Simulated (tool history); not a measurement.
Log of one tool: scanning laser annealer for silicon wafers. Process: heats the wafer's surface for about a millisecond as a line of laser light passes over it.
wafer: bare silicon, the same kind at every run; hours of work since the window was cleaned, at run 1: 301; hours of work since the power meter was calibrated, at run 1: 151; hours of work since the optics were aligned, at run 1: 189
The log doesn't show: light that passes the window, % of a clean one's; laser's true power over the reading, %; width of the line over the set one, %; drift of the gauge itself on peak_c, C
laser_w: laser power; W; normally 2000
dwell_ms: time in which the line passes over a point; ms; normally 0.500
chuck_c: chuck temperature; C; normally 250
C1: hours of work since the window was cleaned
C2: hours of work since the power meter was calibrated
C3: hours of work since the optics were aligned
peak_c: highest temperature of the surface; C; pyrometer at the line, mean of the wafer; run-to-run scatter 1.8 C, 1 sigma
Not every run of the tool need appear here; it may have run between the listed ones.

Run 1, hour 0.0: usual settings; C1 301; C2 151; C3 189. Result: peak_c 988 C.
Run 2, hour 7.7: usual settings; C1 307; C2 157; C3 194. Result: peak_c 987 C.
Run 3, hour 13.3: usual settings but laser_w 2102 W; C1 311; C2 161; C3 199. Result: peak_c 1031 C.
Run 4, hour 20.5: usual settings but laser_w 2102 W, dwell_ms 0.387 ms; C1 316; C2 167; C3 204. Result: peak_c 924 C.
Run 5, hour 29.2: usual settings but laser_w 1919 W, dwell_ms 0.387 ms; C1 323; C2 173; C3 211. Result: peak_c 854 C.
Run 6, hour 35.2: usual settings but laser_w 1919 W, dwell_ms 0.387 ms; C1 328; C2 178; C3 215. Result: peak_c 849 C.
Run 7, hour 43.1: usual settings but laser_w 1919 W, dwell_ms 0.387 ms; C1 334; C2 184; C3 221. Result: peak_c 853 C.
Run 8, hour 50.2: usual settings but laser_w 1919 W, dwell_ms 0.387 ms; C1 339; C2 189; C3 227. Result: peak_c 849 C.
Run 9, hour 58.9: usual settings but laser_w 2102 W; C1 346; C2 196; C3 233. Result: peak_c 1030 C.
Run 10, hour 66.6: usual settings; C1 352; C2 202; C3 239. Result: peak_c 983 C.
Run 11, hour 71.0: usual settings but dwell_ms 0.613 ms; C1 355; C2 205; C3 243. Result: peak_c 1074 C.
Run 12, hour 74.8: usual settings but dwell_ms 0.613 ms; C1 358; C2 208; C3 246. Result: peak_c 1070 C.
Run 13, hour 81.4: usual settings but chuck_c 238 C; C1 363; C2 213; C3 251. Result: peak_c 971 C.
At hour 86.2: window over the wafer cleaned.
Run 14, hour 91.8: usual settings but chuck_c 238 C; C1 4; C2 220; C3 257. Result: peak_c 1023 C.
Run 15, hour 98.7: usual settings; C1 10; C2 225; C3 262. Result: peak_c 1036 C.
Run 16, hour 106.6: usual settings; C1 16; C2 231; C3 268. Result: peak_c 1033 C.
Run 17, hour 114.1: usual settings but chuck_c 283 C; C1 21; C2 237; C3 274. Result: peak_c 1064 C.
Run 18, hour 118.2: usual settings but chuck_c 283 C; C1 24; C2 240; C3 277. Result: peak_c 1067 C.
Run 19, hour 126.0: usual settings but laser_w 2091 W; C1 30; C2 246; C3 283. Result: peak_c 1074 C.
Run 20, hour 134.0: usual settings but laser_w 1882 W, dwell_ms 0.406 ms, chuck_c 285 C; C1 36; C2 252; C3 289. Result: peak_c 926 C.
Run 21, hour 138.5: usual settings but dwell_ms 0.385 ms, chuck_c 285 C; C1 40; C2 255; C3 293. Result: peak_c 952 C.
Run 22, hour 146.0: usual settings but dwell_ms 0.385 ms, chuck_c 285 C; C1 46; C2 261; C3 298. Result: peak_c 950 C.
Run 23, hour 151.9: usual settings but laser_w 2129 W, dwell_ms 0.417 ms, chuck_c 242 C; C1 50; C2 265; C3 303. Result: peak_c 997 C.
Run 24, hour 160.5: usual settings but laser_w 1728 W, dwell_ms 0.417 ms, chuck_c 284 C; C1 57; C2 272; C3 309. Result: peak_c 868 C.
Run 25, hour 167.0: usual settings but laser_w 2085 W, dwell_ms 0.434 ms, chuck_c 218 C; C1 61; C2 277; C3 314. Result: peak_c 970 C.
Run 26, hour 172.7: usual settings but laser_w 2124 W, dwell_ms 0.423 ms, chuck_c 263 C; C1 66; C2 281; C3 319. Result: peak_c 1017 C.
Run 27, hour 181.5: usual settings but dwell_ms 0.586 ms; C1 73; C2 288; C3 325. Result: peak_c 1099 C.
Run 28, hour 189.4: usual settings but dwell_ms 0.586 ms; C1 79; C2 294; C3 331. Result: peak_c 1097 C.
Run 29, hour 193.2: usual settings but dwell_ms 0.586 ms; C1 81; C2 297; C3 334. Result: peak_c 1098 C.
Run 30, hour 201.3: usual settings but dwell_ms 0.586 ms, chuck_c 278 C; C1 88; C2 303; C3 340. Result: peak_c 1127 C.
Run 31, hour 208.8: usual settings but dwell_ms 0.586 ms, chuck_c 278 C; C1 93; C2 309; C3 346. Result: peak_c 1122 C.
Run 32, hour 216.9: usual settings but laser_w 1903 W; C1 100; C2 315; C3 352. Result: peak_c 973 C.
Run 33, hour 221.2: usual settings but laser_w 2038 W, chuck_c 274 C; C1 103; C2 318; C3 356. Result: peak_c 1060 C.
Run 34, hour 225.5: usual settings but laser_w 1959 W, dwell_ms 0.475 ms, chuck_c 259 C; C1 106; C2 321; C3 359. Result: peak_c 988 C.
Run 35, hour 234.0: usual settings but laser_w 1744 W, dwell_ms 0.384 ms, chuck_c 286 C; C1 113; C2 328; C3 365. Result: peak_c 841 C.
Run 36, hour 242.0: usual settings but laser_w 1943 W, dwell_ms 0.379 ms, chuck_c 289 C; C1 119; C2 334; C3 371. Result: peak_c 922 C.
Run 37, hour 251.2: usual settings but laser_w 1768 W, dwell_ms 0.469 ms, chuck_c 227 C; C1 126; C2 341; C3 378. Result: peak_c 858 C.
Run 38, hour 258.3: usual settings but laser_w 1768 W, dwell_ms 0.469 ms, chuck_c 227 C; C1 131; C2 346; C3 384. Result: peak_c 862 C.

5 ways to go on from here, each from the tool as it stands after run 38. What would each give?
Run A, hour 266.9: usual settings but dwell_ms 0.547 ms, chuck_c 243 C; C1 138; C2 353; C3 390. Result: peak_c ?.
Run B, hour 266.9: usual settings but laser_w 2196 W, dwell_ms 0.505 ms, chuck_c 219 C; C1 138; C2 353; C3 390. Result: peak_c ?.
Run C, hour 266.9: usual settings but laser_w 2151 W, dwell_ms 0.408 ms, chuck_c 233 C; C1 138; C2 353; C3 390. Result: peak_c ?.
Run D, hour 266.9: usual settings but laser_w 1768 W, dwell_ms 0.469 ms, chuck_c 258 C; C1 138; C2 353; C3 390. Result: peak_c ?.
Run E, hour 266.9: usual settings but laser_w 1768 W, dwell_ms 0.354 ms, chuck_c 261 C; C1 138; C2 353; C3 390. Result: peak_c ?.

run  peak_c
  A    1047
  B    1077
  C     975
  D     889
  E     797
With the hidden condition removed and each run's random variation left untouched, the same runs would have given:
run  peak_c
  A    1078
  B    1110
  C    1004
  D     914
  E     818
